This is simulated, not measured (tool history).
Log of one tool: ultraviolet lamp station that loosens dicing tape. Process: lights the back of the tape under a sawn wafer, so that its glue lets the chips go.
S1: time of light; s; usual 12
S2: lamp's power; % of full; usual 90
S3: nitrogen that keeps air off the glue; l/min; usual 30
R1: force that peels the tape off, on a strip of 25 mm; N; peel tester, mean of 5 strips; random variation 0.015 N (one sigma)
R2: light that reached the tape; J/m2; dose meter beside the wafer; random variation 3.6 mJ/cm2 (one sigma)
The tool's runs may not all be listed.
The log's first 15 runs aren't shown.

{"run": 16, "hour": 178.5, "S1": 12, "S2": 79, "S3": 48, "R1": 1.057, "R2": 4310}
{"run": 17, "hour": 190.5, "S1": 12, "S2": 79, "S3": 48, "R1": 1.063, "R2": 4300}
{"run": 18, "hour": 200.4, "S1": 12, "S2": 79, "S3": 48, "R1": 1.047, "R2": 4340}
{"run": 19, "hour": 210.4, "S1": 12, "S2": 79, "S3": 48, "R1": 1.038, "R2": 4280}
{"run": 20, "hour": 220.5, "S1": 12, "S2": 79, "S3": 48, "R1": 1.066, "R2": 4290}
{"run": 21, "hour": 232.3, "S1": 6, "S2": 73, "S3": 30, "R1": 4.224, "R2": 1970}
{"run": 22, "hour": 242.5, "S1": 6, "S2": 73, "S3": 30, "R1": 4.17, "R2": 1980}
{"hour": 259.1, "done": "window cleaned of glue's vapour"}
{"run": 23, "hour": 259.2, "S1": 10, "S2": 83, "S3": 27, "R1": 2.503, "R2": 3180}
{"run": 24, "hour": 269.6, "S1": 9, "S2": 83, "S3": 41, "R1": 2.329, "R2": 2810}
{"run": 25, "hour": 285.9, "S1": 9, "S2": 83, "S3": 41, "R1": 2.313, "R2": 2860}
{"hour": 289.5, "done": "window cleaned of glue's vapour, once more"}
{"run": 26, "hour": 296.7, "S1": 9, "S2": 83, "S3": 41, "R1": 1.342, "R2": 3980}
{"run": 27, "hour": 306.9, "S1": 9, "S2": 83, "S3": 41, "R1": 1.355, "R2": 3980}
{"run": 28, "hour": 316.4, "S1": 9, "S2": 83, "S3": 41, "R1": 1.356, "R2": 3940}
{"run": 29, "hour": 332.6, "S1": 9, "S2": 83, "S3": 41, "R1": 1.377, "R2": 3900}
{"run": 30, "hour": 344.7, "S1": 9, "S2": 83, "S3": 41, "R1": 1.351, "R2": 3910}
{"run": 31, "hour": 356.9, "S1": 16, "S2": 67, "S3": 15, "R1": 1.383, "R2": 5550}
{"run": 32, "hour": 369.0, "S1": 6, "S2": 62, "S3": 50, "R1": 3.475, "R2": 1930}
{"run": 33, "hour": 385.6, "S1": 19, "S2": 98, "S3": 9, "R1": 0.662, "R2": 9640}
{"run": 34, "hour": 394.3, "S1": 10, "S2": 98, "S3": 9, "R1": 2.259, "R2": 5080}
{"run": 35, "hour": 407.0, "S1": 10, "S2": 98, "S3": 9, "R1": 2.278, "R2": 4960}
{"run": 36, "hour": 417.7, "S1": 6, "S2": 67, "S3": 9, "R1": 5.572, "R2": 2060}
{"run": 37, "hour": 432.0, "S1": 7, "S2": 67, "S3": 11, "R1": 4.837, "R2": 2360}
{"run": 38, "hour": 440.8, "S1": 7, "S2": 67, "S3": 11, "R1": 4.788, "R2": 2380}
{"run": 39, "hour": 450.8, "S1": 15, "S2": 65, "S3": 27, "R1": 1.195, "R2": 4900}

4 ways to go on from here, each from the tool as it stands after run 39. What would each give?
{"run": "A", "hour": 460.2, "S1": 12, "S2": 82, "S3": 30, "R1": "?", "R2": "?"}
{"run": "B", "hour": 460.2, "S1": 12, "S2": 65, "S3": 27, "R1": "?", "R2": "?"}
{"run": "C", "hour": 460.2, "S1": 7, "S2": 99, "S3": 30, "R1": "?", "R2": "?"}
{"run": "D", "hour": 460.2, "S1": 19, "S2": 93, "S3": 20, "R1": "?", "R2": "?"}

run=A R1=1.124 R2=4930
run=B R1=1.808 R2=3950
run=C R1=2.034 R2=3450
run=D R1=0.422 R2=8830
Without the tool's hidden state the same runs would have given:
run=A R1=0.890 R2=5520
run=B R1=1.486 R2=4410
run=C R1=1.692 R2=3860
run=D R1=0.340 R2=9880
